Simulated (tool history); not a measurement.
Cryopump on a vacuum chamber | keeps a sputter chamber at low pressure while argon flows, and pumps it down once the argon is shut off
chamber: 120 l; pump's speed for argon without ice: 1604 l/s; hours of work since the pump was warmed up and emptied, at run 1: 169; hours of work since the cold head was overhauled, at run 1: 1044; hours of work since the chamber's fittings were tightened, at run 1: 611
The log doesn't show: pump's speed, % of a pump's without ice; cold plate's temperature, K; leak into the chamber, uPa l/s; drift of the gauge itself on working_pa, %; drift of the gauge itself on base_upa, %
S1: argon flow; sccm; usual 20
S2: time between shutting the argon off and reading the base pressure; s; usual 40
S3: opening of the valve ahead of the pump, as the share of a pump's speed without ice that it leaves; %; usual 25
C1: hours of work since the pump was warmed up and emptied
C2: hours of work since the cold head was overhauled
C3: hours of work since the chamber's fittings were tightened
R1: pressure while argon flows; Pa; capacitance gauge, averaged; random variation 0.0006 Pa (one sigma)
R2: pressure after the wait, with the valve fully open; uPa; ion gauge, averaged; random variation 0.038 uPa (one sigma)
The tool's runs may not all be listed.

{"run": 1, "day": 0.0, "S1": 20, "S2": 40, "S3": 25, "C1": 169, "C2": 1044, "C3": 611, "R1": 0.0864, "R2": 3.12}
{"run": 2, "day": 2.55, "S1": 20, "S2": 40, "S3": 25, "C1": 205, "C2": 1080, "C3": 647, "R1": 0.0869, "R2": 3.21}
{"run": 3, "day": 4.783, "S1": 20, "S2": 40, "S3": 25, "C1": 236, "C2": 1111, "C3": 678, "R1": 0.0871, "R2": 3.25}
{"run": 4, "day": 6.029, "S1": 20, "S2": 73, "S3": 25, "C1": 253, "C2": 1128, "C3": 696, "R1": 0.0872, "R2": 2.32}
{"run": 5, "day": 7.25, "S1": 20, "S2": 40, "S3": 25, "C1": 271, "C2": 1145, "C3": 713, "R1": 0.0869, "R2": 3.37}
{"run": 6, "day": 8.358, "S1": 16, "S2": 40, "S3": 25, "C1": 286, "C2": 1161, "C3": 728, "R1": 0.0699, "R2": 3.43}
{"run": 7, "day": 9.65, "S1": 16, "S2": 40, "S3": 25, "C1": 304, "C2": 1179, "C3": 746, "R1": 0.0693, "R2": 3.39}
{"run": 8, "day": 12.371, "S1": 16, "S2": 40, "S3": 25, "C1": 342, "C2": 1217, "C3": 784, "R1": 0.0707, "R2": 3.44}
{"run": 9, "day": 14.692, "S1": 20, "S2": 40, "S3": 25, "C1": 374, "C2": 1249, "C3": 816, "R1": 0.0879, "R2": 3.58}
{"run": 10, "day": 16.55, "S1": 20, "S2": 40, "S3": 25, "C1": 400, "C2": 1275, "C3": 842, "R1": 0.0886, "R2": 3.61}
{"run": 11, "day": 19.017, "S1": 20, "S2": 294, "S3": 25, "C1": 435, "C2": 1309, "C3": 877, "R1": 0.0883, "R2": 1.99}
{"run": 12, "day": 20.504, "S1": 20, "S2": 294, "S3": 25, "C1": 455, "C2": 1330, "C3": 897, "R1": 0.0895, "R2": 2.11}
{"run": 13, "day": 22.312, "S1": 20, "S2": 294, "S3": 25, "C1": 481, "C2": 1355, "C3": 923, "R1": 0.0892, "R2": 2.1}
{"run": 14, "day": 23.958, "S1": 11, "S2": 268, "S3": 33, "C1": 503, "C2": 1378, "C3": 946, "R1": 0.0385, "R2": 2.32}
{"run": 15, "day": 25.112, "S1": 11, "S2": 268, "S3": 33, "C1": 520, "C2": 1394, "C3": 962, "R1": 0.0377, "R2": 2.35}
{"run": 16, "day": 26.488, "S1": 12, "S2": 282, "S3": 45, "C1": 539, "C2": 1414, "C3": 981, "R1": 0.0302, "R2": 2.38}
{"run": 17, "day": 28.892, "S1": 40, "S2": 210, "S3": 25, "C1": 572, "C2": 1447, "C3": 1014, "R1": 0.1829, "R2": 2.64}
{"run": 18, "day": 30.525, "S1": 40, "S2": 210, "S3": 25, "C1": 595, "C2": 1470, "C3": 1037, "R1": 0.1831, "R2": 2.65}
{"run": 19, "day": 32.638, "S1": 40, "S2": 210, "S3": 25, "C1": 625, "C2": 1499, "C3": 1067, "R1": 0.1825, "R2": 2.72}
{"run": 20, "day": 35.05, "S1": 18, "S2": 51, "S3": 42, "C1": 658, "C2": 1533, "C3": 1100, "R1": 0.0525, "R2": 3.88}
{"run": 21, "day": 37.042, "S1": 18, "S2": 51, "S3": 42, "C1": 686, "C2": 1561, "C3": 1128, "R1": 0.052, "R2": 4.11}
{"run": 22, "day": 38.65, "S1": 18, "S2": 51, "S3": 42, "C1": 708, "C2": 1583, "C3": 1150, "R1": 0.0527, "R2": 4.19}

5 ways to go on from here, each from the tool as it stands after run 22. What would each give?
{"run": "A", "day": 39.958, "S1": 25, "S2": 25, "S3": 29, "C1": 727, "C2": 1601, "C3": 1169, "R1": "?", "R2": "?"}
{"run": "B", "day": 39.958, "S1": 15, "S2": 33, "S3": 49, "C1": 727, "C2": 1601, "C3": 1169, "R1": "?", "R2": "?"}
{"run": "C", "day": 39.958, "S1": 22, "S2": 77, "S3": 40, "C1": 727, "C2": 1601, "C3": 1169, "R1": "?", "R2": "?"}
{"run": "D", "day": 39.958, "S1": 20, "S2": 40, "S3": 24, "C1": 727, "C2": 1601, "C3": 1169, "R1": "?", "R2": "?"}
{"run": "E", "day": 39.958, "S1": 27, "S2": 64, "S3": 42, "C1": 727, "C2": 1601, "C3": 1169, "R1": "?", "R2": "?"}

run=A R1=0.1015 R2=5.90
run=B R1=0.0388 R2=4.90
run=C R1=0.0675 R2=3.73
run=D R1=0.0966 R2=4.62
run=E R1=0.0792 R2=3.87
Without the tool's hidden state the same runs would have given:
run=A R1=0.0906 R2=3.37
run=B R1=0.0323 R2=2.48
run=C R1=0.0580 R2=1.23
run=D R1=0.0879 R2=2.14
run=E R1=0.0675 R2=1.39
